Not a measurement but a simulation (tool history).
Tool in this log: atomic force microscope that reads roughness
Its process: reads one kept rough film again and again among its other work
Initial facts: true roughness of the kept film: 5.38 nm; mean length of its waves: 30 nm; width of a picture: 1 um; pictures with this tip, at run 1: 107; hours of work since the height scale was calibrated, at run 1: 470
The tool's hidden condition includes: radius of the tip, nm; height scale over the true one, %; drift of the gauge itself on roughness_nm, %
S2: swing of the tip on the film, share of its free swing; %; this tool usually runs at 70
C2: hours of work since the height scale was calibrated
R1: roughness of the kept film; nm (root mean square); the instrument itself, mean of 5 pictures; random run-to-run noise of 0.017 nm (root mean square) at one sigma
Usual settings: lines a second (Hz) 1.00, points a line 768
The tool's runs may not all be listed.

Run 1, day 0.000: usual settings; pictures with this tip 107; C2 470. Result: R1 2.767 nm (root mean square).
Run 2, day 0.717: usual settings; pictures with this tip 127; C2 477. Result: R1 2.597 nm (root mean square).
At day 1.329: new tip fitted.
Run 3, day 2.379: usual settings; pictures with this tip 29; C2 493. Result: R1 3.664 nm (root mean square).
Run 4, day 3.408: usual settings; pictures with this tip 56; C2 503. Result: R1 3.321 nm (root mean square).
Run 5, day 4.362: usual settings but points a line 347; pictures with this tip 82; C2 512. Result: R1 3.011 nm (root mean square).
Run 6, day 5.462: usual settings but points a line 369; pictures with this tip 111; C2 523. Result: R1 2.783 nm (root mean square).
Run 7, day 6.354: usual settings but points a line 369; pictures with this tip 135; C2 532. Result: R1 2.585 nm (root mean square).
At day 6.658: new tip fitted.
Run 8, day 7.417: usual settings; pictures with this tip 20; C2 542. Result: R1 3.796 nm (root mean square).
Run 9, day 8.946: usual settings; pictures with this tip 61; C2 557. Result: R1 3.267 nm (root mean square).
Run 10, day 10.612: usual settings but points a line 390; pictures with this tip 105; C2 574. Result: R1 2.833 nm (root mean square).
Run 11, day 11.462: usual settings but points a line 390; pictures with this tip 128; C2 582. Result: R1 2.632 nm (root mean square).
At day 12.054: new tip fitted.
Run 12, day 12.850: usual settings but points a line 390; pictures with this tip 22; C2 596. Result: R1 3.773 nm (root mean square).
Run 13, day 14.375: usual settings but lines a second (Hz) 2.43, points a line 390; pictures with this tip 63; C2 611. Result: R1 3.028 nm (root mean square).
Run 14, day 15.621: usual settings but lines a second (Hz) 2.43, points a line 390; pictures with this tip 96; C2 623. Result: R1 2.751 nm (root mean square).
Run 15, day 17.038: usual settings but lines a second (Hz) 2.43, points a line 390; pictures with this tip 134; C2 637. Result: R1 2.486 nm (root mean square).
At day 17.350: new tip fitted.
Run 16, day 17.908: usual settings but lines a second (Hz) 2.43, points a line 390; pictures with this tip 15; C2 645. Result: R1 3.573 nm (root mean square).
Run 17, day 18.908: usual settings; pictures with this tip 41; C2 655. Result: R1 3.477 nm (root mean square).
Run 18, day 20.162: usual settings; pictures with this tip 75; C2 667. Result: R1 3.059 nm (root mean square).
Run 19, day 21.621: usual settings; pictures with this tip 114; C2 682. Result: R1 2.712 nm (root mean square).
Run 20, day 22.492: usual settings; pictures with this tip 137; C2 690. Result: R1 2.559 nm (root mean square).
At day 22.679: new tip fitted.
Run 21, day 23.462: usual settings; pictures with this tip 21; C2 700. Result: R1 3.765 nm (root mean square).
Run 22, day 25.238: usual settings but points a line 415; pictures with this tip 68; C2 717. Result: R1 3.167 nm (root mean square).
Run 23, day 26.962: usual settings but points a line 415; pictures with this tip 115; C2 734. Result: R1 2.764 nm (root mean square).
Run 24, day 27.754: usual settings but points a line 415; pictures with this tip 136; C2 742. Result: R1 2.585 nm (root mean square).
At day 28.133: new tip fitted.
Run 25, day 29.492: usual settings but S2 87 %; pictures with this tip 37; C2 759. Result: R1 3.311 nm (root mean square).
Run 26, day 30.862: usual settings but lines a second (Hz) 1.46, points a line 636; pictures with this tip 73; C2 772. Result: R1 3.043 nm (root mean square).
Run 27, day 32.554: usual settings but S2 77 %; pictures with this tip 119; C2 789. Result: R1 2.679 nm (root mean square).
At day 33.496: new tip fitted.
Run 28, day 34.108: usual settings but lines a second (Hz) 3.34, points a line 420; pictures with this tip 17; C2 804. Result: R1 3.357 nm (root mean square).
Run 29, day 35.729: usual settings but lines a second (Hz) 0.62, points a line 308; pictures with this tip 60; C2 820. Result: R1 3.237 nm (root mean square).
Run 30, day 37.038: usual settings but lines a second (Hz) 1.49, S2 86 %, points a line 292; pictures with this tip 95; C2 833. Result: R1 2.584 nm (root mean square).
At day 37.204: height scale calibrated on a step standard.
Run 31, day 37.871: usual settings but lines a second (Hz) 0.74, S2 64 %; pictures with this tip 116; C2 7. Result: R1 2.805 nm (root mean square).
At day 38.833: new tip fitted.
Run 32, day 39.542: usual settings but lines a second (Hz) 1.38; pictures with this tip 19; C2 23. Result: R1 3.684 nm (root mean square).
Run 33, day 40.283: usual settings but S2 56 %, points a line 504; pictures with this tip 38; C2 30. Result: R1 3.618 nm (root mean square).
At day 40.725: height scale calibrated on a step standard, once more.
Run 34, day 41.733: usual settings but S2 62 %, points a line 284; pictures with this tip 76; C2 10. Result: R1 3.147 nm (root mean square).
Run 35, day 42.746: usual settings but lines a second (Hz) 1.17, points a line 795; pictures with this tip 103; C2 20. Result: R1 2.835 nm (root mean square).
At day 44.225: new tip fitted.
Run 36, day 44.412: usual settings but lines a second (Hz) 2.70, S2 86 %, points a line 741; pictures with this tip 5; C2 36. Result: R1 3.238 nm (root mean square).
Run 37, day 45.246: usual settings but lines a second (Hz) 2.66, S2 84 %, points a line 874; pictures with this tip 28; C2 44. Result: R1 3.012 nm (root mean square).
Run 38, day 46.662: usual settings but lines a second (Hz) 1.27, S2 80 %, points a line 785; pictures with this tip 65; C2 58. Result: R1 3.030 nm (root mean square).
Run 39, day 48.296: usual settings but lines a second (Hz) 1.27, S2 80 %, points a line 785; pictures with this tip 109; C2 74. Result: R1 2.625 nm (root mean square).
At day 49.592: new tip fitted.
Run 40, day 50.012: usual settings but lines a second (Hz) 0.84; pictures with this tip 12; C2 91. Result: R1 3.978 nm (root mean square).
Run 41, day 51.162: usual settings but lines a second (Hz) 0.84; pictures with this tip 42; C2 102. Result: R1 3.544 nm (root mean square).
Run 42, day 52.200: usual settings but lines a second (Hz) 0.84; pictures with this tip 70; C2 113. Result: R1 3.209 nm (root mean square).
Run 43, day 53.083: usual settings but lines a second (Hz) 2.85, S2 77 %, points a line 828; pictures with this tip 94; C2 121. Result: R1 2.558 nm (root mean square).
Run 44, day 54.388: usual settings but lines a second (Hz) 0.75, S2 77 %, points a line 587; pictures with this tip 129; C2 134. Result: R1 2.631 nm (root mean square).

Branching from run 44: 4 alternative next runs. What would each branch give?
At day 54.967: new tip fitted.
Run A, day 55.379: usual settings but lines a second (Hz) 0.78, S2 64 %, points a line 396; pictures with this tip 11; C2 144. Result: R1 ?.
At day 54.967: new tip fitted.
Run B, day 55.379: usual settings but points a line 634; pictures with this tip 11; C2 144. Result: R1 ?.
At day 54.967: new tip fitted.
Run C, day 55.379: usual settings but lines a second (Hz) 3.27, S2 88 %, points a line 814; pictures with this tip 11; C2 144. Result: R1 ?.
At day 54.967: new tip fitted.
Run D, day 55.379: usual settings but lines a second (Hz) 1.39, S2 83 %; pictures with this tip 11; C2 144. Result: R1 ?.

run     R1
  A  3.933
  B  3.825
  C  2.857
  D  3.562
Stripped of hidden state, with their random variation kept, the same runs would have yielded:
run     R1
  A  4.199
  B  4.083
  C  3.050
  D  3.803

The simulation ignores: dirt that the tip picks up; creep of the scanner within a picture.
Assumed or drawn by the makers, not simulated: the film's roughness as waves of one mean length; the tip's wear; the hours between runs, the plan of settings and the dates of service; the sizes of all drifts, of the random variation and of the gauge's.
